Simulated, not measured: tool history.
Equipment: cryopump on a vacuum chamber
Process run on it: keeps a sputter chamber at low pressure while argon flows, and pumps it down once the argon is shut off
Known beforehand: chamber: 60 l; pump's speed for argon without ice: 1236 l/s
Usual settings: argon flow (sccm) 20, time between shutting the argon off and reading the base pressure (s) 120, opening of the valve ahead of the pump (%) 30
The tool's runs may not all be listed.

run,hour,argon flow (sccm),time between shutting the argon off and reading the base pressure (s),opening of the valve ahead of the pump (%),pressure while argon flows (Pa),pressure after the wait (uPa)
1,0,20,120,30,0.0947,2.13
2,41.3,20,120,30,0.0947,2.19
3,83.7,20,120,30,0.0946,2.21
4,122,20,120,30,0.0942,2.35
5,161.1,20,120,30,0.0954,2.29
6,194.7,20,120,30,0.0952,2.36
7,227.1,20,120,30,0.0952,2.41
8,261.5,20,120,30,0.0962,2.48
9,333.2,20,120,42,0.0708,2.58
10,369,20,120,30,0.0969,2.72
11,408.4,20,120,30,0.0967,2.6
12,464.7,20,120,30,0.0974,2.81
13,509.5,20,120,30,0.0975,2.77
14,559.4,20,120,18,0.1574,2.91
15,629.4,20,120,18,0.1588,3.02
16,667.9,20,120,18,0.1596,3.09
17,713.3,20,120,18,0.1594,3.11
18,760.6,10,120,30,0.0498,3.08
19,791.5,10,206,48,0.0326,2.94
20,846.8,25,120,30,0.1233,3.34
21,884.1,25,120,30,0.1254,3.3
22,914.1,25,120,30,0.1241,3.54
23,980.5,10,55,18,0.0804,4.47
24,1047.3,40,120,19,0.3069,3.76
25,1108.2,9,122,17,0.0776,3.83
26,1182,9,122,17,0.0764,3.95
# hour 1193: pump warmed up, emptied and cooled again
27,1224.8,34,293,38,0.1217,2.65
28,1273.4,28,138,37,0.1061,3.04
29,1303.6,28,138,37,0.1061,3.13
30,1377.4,10,84,42,0.0334,3.56
31,1413,14,296,16,0.1219,2.92
32,1473.3,24,80,23,0.1453,3.63
33,1540.5,9,24,23,0.0544,5.88
34,1581.8,34,210,18,0.2625,3.18

What does the tool deliver on the next run?
35,1619.8,34,210,18,?,?

Run 35 produced pressure while argon flows (Pa) 0.2648, pressure after the wait (uPa) 3.21.
Were there no unlogged condition in the tool, this run, its random variation unchanged, would have produced pressure while argon flows (Pa) 0.26, pressure after the wait (uPa) 0.62.

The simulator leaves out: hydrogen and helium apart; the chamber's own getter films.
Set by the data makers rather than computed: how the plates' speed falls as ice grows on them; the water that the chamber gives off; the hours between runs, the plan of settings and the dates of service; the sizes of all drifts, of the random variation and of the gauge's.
